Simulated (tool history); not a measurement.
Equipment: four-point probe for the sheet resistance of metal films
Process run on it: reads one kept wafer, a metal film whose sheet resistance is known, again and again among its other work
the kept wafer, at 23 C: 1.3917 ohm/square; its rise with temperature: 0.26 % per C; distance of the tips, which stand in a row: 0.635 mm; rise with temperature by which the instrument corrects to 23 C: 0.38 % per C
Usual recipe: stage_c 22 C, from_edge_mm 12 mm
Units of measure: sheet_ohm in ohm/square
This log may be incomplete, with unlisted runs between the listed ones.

| run | hour | stage_c | from_edge_mm | sheet_ohm |
|---|---|---|---|---|
| 1 | 0 | 22 | 12 | 1.395361 |
| 2 | 58.3 | 22 | 12 | 1.395345 |
| 3 | 132.6 | 22 | 12 | 1.395553 |
| 4 | 189.3 | 28 | 12 | 1.385642 |
| 5 | 234.4 | 28 | 12 | 1.386029 |
| 6 | 281.6 | 28 | 12 | 1.386034 |
| 7 | 345.2 | 28 | 12 | 1.386222 |
| 8 | 410.4 | 28 | 12 | 1.385961 |
| 9 | 505.3 | 28 | 24 | 1.383634 |
| 10 | 575.7 | 28 | 24 | 1.384136 |
| 11 | 644.4 | 28 | 24 | 1.384205 |
| 12 | 734.6 | 22 | 16 | 1.394541 |
| 13 | 808.7 | 22 | 16 | 1.394508 |
| 14 | 888.8 | 22 | 12 | 1.395507 |
| 15 | 963.7 | 20 | 41 | 1.396748 |
| 16 | 1042.4 | 29 | 41 | 1.382189 |
| 17 | 1117.5 | 23 | 39 | 1.392226 |
| 18 | 1205.2 | 23 | 39 | 1.392113 |
| 19 | 1303.6 | 23 | 39 | 1.392208 |
| 20 | 1397.7 | 22 | 13 | 1.395662 |
| 21 | 1495.6 | 28 | 5 | 1.395988 |
| 22 | 1573.6 | 28 | 5 | 1.395939 |
|  | 1611.8 | stage's thermometer calibrated |
| 23 | 1636.8 | 33 | 14 | 1.377682 |

The next listed run, before its measurement:
| 24 | 1722.3 | 19 | 11 | ? |

sheet_ohm: 1.401196 ohm/square
If the tool had no hidden condition, the same run with the same run-to-run variation would have returned sheet_ohm 1.400993 ohm/square.
